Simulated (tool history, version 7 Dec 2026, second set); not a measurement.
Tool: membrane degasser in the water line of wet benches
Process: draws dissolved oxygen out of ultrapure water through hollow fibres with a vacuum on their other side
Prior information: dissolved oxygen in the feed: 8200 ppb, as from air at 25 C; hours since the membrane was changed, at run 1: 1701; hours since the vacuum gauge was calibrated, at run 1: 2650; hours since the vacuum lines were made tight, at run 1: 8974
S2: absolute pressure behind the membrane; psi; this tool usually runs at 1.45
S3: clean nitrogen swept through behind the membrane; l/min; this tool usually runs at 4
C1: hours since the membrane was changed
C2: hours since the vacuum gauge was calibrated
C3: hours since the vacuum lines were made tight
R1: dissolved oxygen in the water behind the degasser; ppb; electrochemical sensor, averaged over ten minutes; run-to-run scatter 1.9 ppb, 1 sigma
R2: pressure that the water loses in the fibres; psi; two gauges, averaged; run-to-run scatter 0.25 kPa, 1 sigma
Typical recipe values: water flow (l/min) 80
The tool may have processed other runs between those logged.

{"run": 1, "hour": 0.0, "water flow (l/min)": 80, "S2": 1.45, "S3": 4, "C1": 1701, "C2": 2650, "C3": 8974, "R1": 323.3, "R2": 9.691}
{"run": 2, "hour": 93.0, "water flow (l/min)": 80, "S2": 1.45, "S3": 4, "C1": 1794, "C2": 2743, "C3": 9067, "R1": 327, "R2": 9.694}
{"run": 3, "hour": 183.9, "water flow (l/min)": 80, "S2": 1.89, "S3": 4, "C1": 1885, "C2": 2834, "C3": 9158, "R1": 451.8, "R2": 9.745}
{"run": 4, "hour": 319.2, "water flow (l/min)": 80, "S2": 1.89, "S3": 4, "C1": 2020, "C2": 2969, "C3": 9293, "R1": 454, "R2": 9.783}
{"run": 5, "hour": 436.1, "water flow (l/min)": 80, "S2": 0.96, "S3": 4, "C1": 2137, "C2": 3086, "C3": 9410, "R1": 184.3, "R2": 9.726}
{"run": 6, "hour": 564.2, "water flow (l/min)": 80, "S2": 1.45, "S3": 4, "C1": 2265, "C2": 3214, "C3": 9538, "R1": 327.7, "R2": 9.835}
{"run": 7, "hour": 757.2, "water flow (l/min)": 80, "S2": 1.45, "S3": 4, "C1": 2458, "C2": 3407, "C3": 9731, "R1": 323.7, "R2": 9.742}
{"run": 8, "hour": 882.7, "water flow (l/min)": 66, "S2": 1.45, "S3": 4, "C1": 2584, "C2": 3533, "C3": 9857, "R1": 265.8, "R2": 8.071}
{"run": 9, "hour": 1070.5, "water flow (l/min)": 80, "S2": 1.45, "S3": 4, "C1": 2772, "C2": 3721, "C3": 10045, "R1": 330.9, "R2": 9.767}
{"run": 10, "hour": 1150.4, "water flow (l/min)": 54, "S2": 1.45, "S3": 4, "C1": 2852, "C2": 3801, "C3": 10125, "R1": 216.9, "R2": 6.602}
{"run": 11, "hour": 1306.5, "water flow (l/min)": 54, "S2": 1.45, "S3": 4, "C1": 3008, "C2": 3957, "C3": 10281, "R1": 216, "R2": 6.667}
{"run": 12, "hour": 1449.7, "water flow (l/min)": 54, "S2": 1.45, "S3": 4, "C1": 3151, "C2": 4100, "C3": 10424, "R1": 215.1, "R2": 6.577}
{"run": 13, "hour": 1562.7, "water flow (l/min)": 54, "S2": 1.45, "S3": 4, "C1": 3264, "C2": 4213, "C3": 10537, "R1": 217, "R2": 6.617}
{"run": 14, "hour": 1750.6, "water flow (l/min)": 80, "S2": 1.45, "S3": 4, "C1": 3452, "C2": 4401, "C3": 10725, "R1": 327.7, "R2": 9.774}
{"run": 15, "hour": 1842.9, "water flow (l/min)": 80, "S2": 1.45, "S3": 9.98, "C1": 3544, "C2": 4493, "C3": 10817, "R1": 163.1, "R2": 9.761}
{"run": 16, "hour": 1977.3, "water flow (l/min)": 80, "S2": 1.45, "S3": 9.98, "C1": 3679, "C2": 4628, "C3": 10952, "R1": 164.7, "R2": 9.836}
{"run": 17, "hour": 2082.3, "water flow (l/min)": 80, "S2": 1.45, "S3": 9.98, "C1": 3784, "C2": 4733, "C3": 11057, "R1": 165.2, "R2": 9.832}
{"run": 18, "hour": 2189.5, "water flow (l/min)": 54, "S2": 3.29, "S3": 1.78, "C1": 3891, "C2": 4840, "C3": 11164, "R1": 1112.8, "R2": 6.678}
{"run": 19, "hour": 2325.6, "water flow (l/min)": 93, "S2": 1.54, "S3": 1.94, "C1": 4027, "C2": 4976, "C3": 11300, "R1": 699.6, "R2": 11.468}
{"hour": 2354.9, "done": "vacuum gauge calibrated"}
{"run": 20, "hour": 2429.0, "water flow (l/min)": 93, "S2": 2.87, "S3": 10.08, "C1": 4130, "C2": 74, "C3": 11403, "R1": 400, "R2": 11.396}
{"run": 21, "hour": 2522.1, "water flow (l/min)": 92, "S2": 1.93, "S3": 4, "C1": 4223, "C2": 167, "C3": 11496, "R1": 535.8, "R2": 11.288}
{"run": 22, "hour": 2703.2, "water flow (l/min)": 72, "S2": 1.16, "S3": 2.72, "C1": 4404, "C2": 348, "C3": 11677, "R1": 287.5, "R2": 8.865}
{"run": 23, "hour": 2829.3, "water flow (l/min)": 50, "S2": 3.28, "S3": 2.72, "C1": 4530, "C2": 474, "C3": 11803, "R1": 743.7, "R2": 6.186}
{"run": 24, "hour": 2952.2, "water flow (l/min)": 50, "S2": 3.28, "S3": 2.72, "C1": 4653, "C2": 597, "C3": 11926, "R1": 742.1, "R2": 6.147}
{"run": 25, "hour": 3077.6, "water flow (l/min)": 50, "S2": 3.28, "S3": 2.72, "C1": 4778, "C2": 723, "C3": 12051, "R1": 756.1, "R2": 6.163}
{"run": 26, "hour": 3217.1, "water flow (l/min)": 73, "S2": 1.45, "S3": 4, "C1": 4918, "C2": 862, "C3": 12191, "R1": 297.5, "R2": 9.045}
{"run": 27, "hour": 3406.4, "water flow (l/min)": 73, "S2": 1.45, "S3": 4, "C1": 5107, "C2": 1051, "C3": 12380, "R1": 296.7, "R2": 9.017}
{"run": 28, "hour": 3490.5, "water flow (l/min)": 101, "S2": 1.1, "S3": 4, "C1": 5191, "C2": 1136, "C3": 12464, "R1": 308.5, "R2": 12.572}
{"run": 29, "hour": 3589.1, "water flow (l/min)": 101, "S2": 1.1, "S3": 4, "C1": 5290, "C2": 1234, "C3": 12563, "R1": 308.2, "R2": 12.512}
{"run": 30, "hour": 3737.5, "water flow (l/min)": 88, "S2": 3.39, "S3": 3.38, "C1": 5438, "C2": 1383, "C3": 12711, "R1": 1052.7, "R2": 10.905}
{"run": 31, "hour": 3856.9, "water flow (l/min)": 88, "S2": 2.41, "S3": 3.38, "C1": 5558, "C2": 1502, "C3": 12831, "R1": 734, "R2": 10.831}
{"run": 32, "hour": 4050.6, "water flow (l/min)": 88, "S2": 2.41, "S3": 3.38, "C1": 5751, "C2": 1696, "C3": 13024, "R1": 744.6, "R2": 10.934}

What if the next run were any one of these 4? Each begins from the tool's condition after run 32:
{"run": "A", "hour": 4215.6, "water flow (l/min)": 57, "S2": 3.57, "S3": 6.74, "C1": 5916, "C2": 1861, "C3": 13189, "R1": "?", "R2": "?"}
{"run": "B", "hour": 4215.6, "water flow (l/min)": 88, "S2": 1.42, "S3": 6.23, "C1": 5916, "C2": 1861, "C3": 13189, "R1": "?", "R2": "?"}
{"run": "C", "hour": 4215.6, "water flow (l/min)": 80, "S2": 1.45, "S3": 5.58, "C1": 5916, "C2": 1861, "C3": 13189, "R1": "?", "R2": "?"}
{"run": "D", "hour": 4215.6, "water flow (l/min)": 91, "S2": 3.29, "S3": 6.17, "C1": 5916, "C2": 1861, "C3": 13189, "R1": "?", "R2": "?"}

run=A R1=424.3 R2=7.085
run=B R1=259.7 R2=10.929
run=C R1=257.1 R2=9.879
run=D R1=670.1 R2=11.375
Without the tool's hidden state the same runs would have given:
run=A R1=420.2 R2=6.882
run=B R1=251 R2=10.615
run=C R1=249.8 R2=9.594
run=D R1=660.7 R2=11.049
